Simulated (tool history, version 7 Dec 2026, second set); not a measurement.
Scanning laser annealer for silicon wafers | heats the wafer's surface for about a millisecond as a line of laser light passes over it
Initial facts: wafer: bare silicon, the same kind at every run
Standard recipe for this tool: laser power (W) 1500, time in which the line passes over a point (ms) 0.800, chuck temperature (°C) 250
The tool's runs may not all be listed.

| run | hour | laser power (W) | time in which the line passes over a point (ms) | chuck temperature (°C) | highest temperature of the surface (°C) |
|---|---|---|---|---|---|
| 1 | 0.0 | 1500 | 0.800 | 250 | 1038 |
| 2 | 56.0 | 1526 | 0.800 | 250 | 1049 |
| 3 | 83.2 | 1526 | 0.800 | 250 | 1048 |
| 4 | 122.0 | 1500 | 0.597 | 250 | 928 |
| 5 | 174.7 | 1360 | 0.800 | 250 | 932 |
| 6 | 228.9 | 1360 | 0.800 | 250 | 925 |
| 7 | 283.5 | 1360 | 0.800 | 250 | 926 |
| 8 | 314.0 | 1360 | 0.800 | 250 | 925 |
| 9 | 347.5 | 1360 | 0.800 | 250 | 925 |
| 10 | 405.3 | 1631 | 0.800 | 250 | 1096 |
| 11 | 438.9 | 1626 | 0.800 | 250 | 1091 |
| 12 | 473.8 | 1500 | 0.800 | 250 | 1006 |
| 13 | 504.2 | 1500 | 0.800 | 250 | 1003 |
| 14 | 534.1 | 1500 | 0.800 | 250 | 1002 |
|  | 545.1 | optics aligned, line set to its width |
|  | 565.3 | window over the wafer cleaned |
| 15 | 586.5 | 1500 | 0.800 | 250 | 1059 |
| 16 | 612.3 | 1500 | 0.940 | 250 | 1119 |
| 17 | 662.2 | 1500 | 0.940 | 250 | 1117 |
| 18 | 704.4 | 1407 | 0.940 | 250 | 1043 |
| 19 | 731.5 | 1407 | 0.940 | 250 | 1043 |
| 20 | 788.7 | 1500 | 0.800 | 250 | 1047 |
| 21 | 851.9 | 1367 | 0.746 | 249 | 924 |
| 22 | 898.8 | 1501 | 0.890 | 266 | 1091 |
| 23 | 959.6 | 1449 | 0.800 | 250 | 996 |
| 24 | 1023.4 | 1500 | 0.602 | 250 | 930 |
| 25 | 1069.9 | 1514 | 0.591 | 241 | 917 |
| 26 | 1096.3 | 1500 | 0.800 | 275 | 1047 |
| 27 | 1155.3 | 1500 | 0.968 | 275 | 1119 |
| 28 | 1186.1 | 1490 | 0.968 | 273 | 1108 |

What does the tool deliver on the next run?
| 29 | 1249.2 | 1393 | 0.973 | 268 | ? |

highest temperature of the surface (°C): 1028
With the hidden condition absent and the run-to-run variation left alone, this run would have shown highest temperature of the surface (°C) 1081.
